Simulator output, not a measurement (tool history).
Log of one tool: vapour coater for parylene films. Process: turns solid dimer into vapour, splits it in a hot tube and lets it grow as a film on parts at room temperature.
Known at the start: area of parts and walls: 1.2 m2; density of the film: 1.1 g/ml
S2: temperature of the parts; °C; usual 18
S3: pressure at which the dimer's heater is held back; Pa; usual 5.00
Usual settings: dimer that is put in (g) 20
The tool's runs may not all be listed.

Run 1, hour 0.0: usual settings. Result: thickness of the film (µm) 10.76.
Run 2, hour 45.8: usual settings. Result: thickness of the film (µm) 10.61.
Run 3, hour 78.3: usual settings. Result: thickness of the film (µm) 10.33.
Run 4, hour 119.5: usual settings. Result: thickness of the film (µm) 10.44.
Run 5, hour 161.5: usual settings. Result: thickness of the film (µm) 10.49.
Run 6, hour 211.4: usual settings but S3 4.81 Pa. Result: thickness of the film (µm) 10.51.
Run 7, hour 255.6: usual settings but dimer that is put in (g) 23. Result: thickness of the film (µm) 11.88.
Run 8, hour 305.2: usual settings but dimer that is put in (g) 23. Result: thickness of the film (µm) 11.74.
Run 9, hour 354.1: usual settings but dimer that is put in (g) 15. Result: thickness of the film (µm) 7.67.
Run 10, hour 374.4: usual settings but S3 10.54 Pa. Result: thickness of the film (µm) 9.29.
Run 11, hour 406.8: usual settings but S3 10.54 Pa. Result: thickness of the film (µm) 9.27.
Run 12, hour 431.9: usual settings but S3 10.54 Pa. Result: thickness of the film (µm) 9.29.
Run 13, hour 476.3: usual settings but S3 10.54 Pa. Result: thickness of the film (µm) 9.35.
Run 14, hour 506.0: usual settings but S3 2.47 Pa. Result: thickness of the film (µm) 10.71.
Run 15, hour 553.5: usual settings but S3 2.47 Pa. Result: thickness of the film (µm) 10.62.
Run 16, hour 580.5: usual settings but S3 2.47 Pa. Result: thickness of the film (µm) 10.57.
Run 17, hour 608.9: usual settings but S3 2.82 Pa. Result: thickness of the film (µm) 10.51.
Run 18, hour 635.9: usual settings but S3 2.82 Pa. Result: thickness of the film (µm) 10.54.
Run 19, hour 671.3: usual settings but dimer that is put in (g) 26, S3 6.93 Pa. Result: thickness of the film (µm) 12.35.
Run 20, hour 697.4: usual settings but dimer that is put in (g) 30, S2 13 °C, S3 9.11 Pa. Result: thickness of the film (µm) 16.91.
At hour 715.6: trap's valve overhauled.
Run 21, hour 748.6: usual settings but dimer that is put in (g) 30, S2 13 °C, S3 9.11 Pa. Result: thickness of the film (µm) 19.24.
Run 22, hour 793.4: usual settings but dimer that is put in (g) 23, S2 11 °C, S3 5.38 Pa. Result: thickness of the film (µm) 16.78.
Run 23, hour 819.9: usual settings but dimer that is put in (g) 30, S2 27 °C, S3 4.59 Pa. Result: thickness of the film (µm) 11.55.
Run 24, hour 856.6: usual settings but dimer that is put in (g) 30, S2 27 °C, S3 4.59 Pa. Result: thickness of the film (µm) 11.37.
Run 25, hour 892.9: usual settings but dimer that is put in (g) 15, S2 22 °C, S3 6.67 Pa. Result: thickness of the film (µm) 6.77.
Run 26, hour 913.3: usual settings but dimer that is put in (g) 22, S2 14 °C, S3 5.14 Pa. Result: thickness of the film (µm) 14.12.
Run 27, hour 952.9: usual settings but dimer that is put in (g) 11, S3 3.71 Pa. Result: thickness of the film (µm) 6.17.
Run 28, hour 982.1: usual settings but dimer that is put in (g) 34, S3 11.07 Pa. Result: thickness of the film (µm) 16.64.
Run 29, hour 1028.8: usual settings but dimer that is put in (g) 17, S3 2.49 Pa. Result: thickness of the film (µm) 9.74.
Run 30, hour 1060.6: usual settings but dimer that is put in (g) 22, S2 24 °C, S3 3.94 Pa. Result: thickness of the film (µm) 9.39.
Run 31, hour 1100.6: usual settings but dimer that is put in (g) 11, S2 12 °C, S3 3.94 Pa. Result: thickness of the film (µm) 7.71.
Run 32, hour 1132.6: usual settings but dimer that is put in (g) 11, S2 12 °C, S3 9.12 Pa. Result: thickness of the film (µm) 7.01.
Run 33, hour 1161.6: usual settings but dimer that is put in (g) 9, S2 29 °C, S3 2.17 Pa. Result: thickness of the film (µm) 3.24.
Run 34, hour 1181.9: usual settings but S2 17 °C, S3 11.46 Pa. Result: thickness of the film (µm) 10.01.

Forecast each of these 3 alternatives for the next run:
Run A, hour 1205.7: usual settings but dimer that is put in (g) 21, S3 2.76 Pa. Result: thickness of the film (µm) ?.
Run B, hour 1205.7: usual settings but dimer that is put in (g) 14, S2 20 °C, S3 4.50 Pa. Result: thickness of the film (µm) ?.
Run C, hour 1205.7: usual settings but dimer that is put in (g) 18. Result: thickness of the film (µm) ?.

run  thickness of the film (µm)
  A                       11.73
  B                        6.85
  C                        9.30
Without the tool's hidden state the same runs would have given:
run  thickness of the film (µm)
  A                       12.80
  B                        7.48
  C                       10.15
